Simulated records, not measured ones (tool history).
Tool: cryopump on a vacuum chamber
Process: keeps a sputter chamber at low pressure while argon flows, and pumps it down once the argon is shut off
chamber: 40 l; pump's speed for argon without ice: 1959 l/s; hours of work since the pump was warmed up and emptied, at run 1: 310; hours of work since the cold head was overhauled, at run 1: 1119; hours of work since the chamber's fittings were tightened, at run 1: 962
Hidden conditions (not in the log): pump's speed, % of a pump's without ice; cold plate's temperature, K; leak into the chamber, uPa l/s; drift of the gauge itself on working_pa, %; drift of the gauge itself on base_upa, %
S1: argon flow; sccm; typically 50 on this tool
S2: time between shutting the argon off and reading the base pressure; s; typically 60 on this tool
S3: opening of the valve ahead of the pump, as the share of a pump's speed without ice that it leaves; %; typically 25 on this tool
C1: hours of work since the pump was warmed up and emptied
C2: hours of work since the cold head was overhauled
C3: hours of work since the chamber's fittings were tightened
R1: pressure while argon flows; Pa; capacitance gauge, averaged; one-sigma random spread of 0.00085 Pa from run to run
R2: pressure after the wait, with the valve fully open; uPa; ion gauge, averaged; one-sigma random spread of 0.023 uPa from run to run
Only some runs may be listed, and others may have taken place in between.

Run 1, hour 0.0: usual settings; C1 310; C2 1119; C3 962. Result: R1 0.1794 Pa, R2 1.64 uPa.
Run 2, hour 31.7: usual settings; C1 324; C2 1132; C3 975. Result: R1 0.1799 Pa, R2 1.62 uPa.
Run 3, hour 88.7: usual settings but S1 46 sccm; C1 348; C2 1156; C3 999. Result: R1 0.1663 Pa, R2 1.63 uPa.
Run 4, hour 124.8: usual settings but S1 46 sccm; C1 363; C2 1171; C3 1014. Result: R1 0.1657 Pa, R2 1.76 uPa.
At hour 157.3: pump warmed up, emptied and cooled again.
Run 5, hour 164.4: usual settings but S1 46 sccm; C1 3; C2 1186; C3 1029. Result: R1 0.1591 Pa, R2 1.50 uPa.
Run 6, hour 197.9: usual settings but S1 46 sccm; C1 17; C2 1200; C3 1043. Result: R1 0.1606 Pa, R2 1.53 uPa.
Run 7, hour 225.4: usual settings but S1 46 sccm, S2 212 s; C1 29; C2 1212; C3 1054. Result: R1 0.1606 Pa, R2 1.17 uPa.
Run 8, hour 277.2: usual settings but S1 28 sccm; C1 50; C2 1233; C3 1076. Result: R1 0.0973 Pa, R2 1.58 uPa.
Run 9, hour 329.4: usual settings but S1 28 sccm; C1 72; C2 1255; C3 1098. Result: R1 0.0993 Pa, R2 1.68 uPa.
Run 10, hour 393.3: usual settings; C1 99; C2 1282; C3 1125. Result: R1 0.1758 Pa, R2 1.65 uPa.
Run 11, hour 430.0: usual settings; C1 115; C2 1298; C3 1140. Result: R1 0.1752 Pa, R2 1.63 uPa.
Run 12, hour 491.7: usual settings; C1 141; C2 1324; C3 1166. Result: R1 0.1770 Pa, R2 1.72 uPa.
Run 13, hour 521.5: usual settings; C1 153; C2 1336; C3 1179. Result: R1 0.1763 Pa, R2 1.74 uPa.
Run 14, hour 581.9: usual settings; C1 179; C2 1362; C3 1204. Result: R1 0.1773 Pa, R2 1.78 uPa.
Run 15, hour 619.5: usual settings; C1 194; C2 1377; C3 1220. Result: R1 0.1792 Pa, R2 1.79 uPa.
Run 16, hour 674.3: usual settings but S2 168 s; C1 217; C2 1400; C3 1243. Result: R1 0.1780 Pa, R2 1.48 uPa.
Run 17, hour 717.5: usual settings; C1 236; C2 1419; C3 1261. Result: R1 0.1775 Pa, R2 1.89 uPa.
Run 18, hour 749.1: usual settings; C1 249; C2 1432; C3 1275. Result: R1 0.1798 Pa, R2 1.90 uPa.
Run 19, hour 783.3: usual settings but S2 37 s; C1 263; C2 1446; C3 1289. Result: R1 0.1785 Pa, R2 2.20 uPa.

The next listed run, before its measurement:
Run 20, hour 833.1: usual settings but S2 21 s, S3 34 %; C1 284; C2 1467; C3 1310. Result: R1 ?, R2 ?.

Run 20 measured R1 0.1326 Pa, R2 3.00 uPa.
If the tool had no hidden condition, the same run with the same run-to-run variation would have returned R1 0.1257 Pa, R2 1.82 uPa.
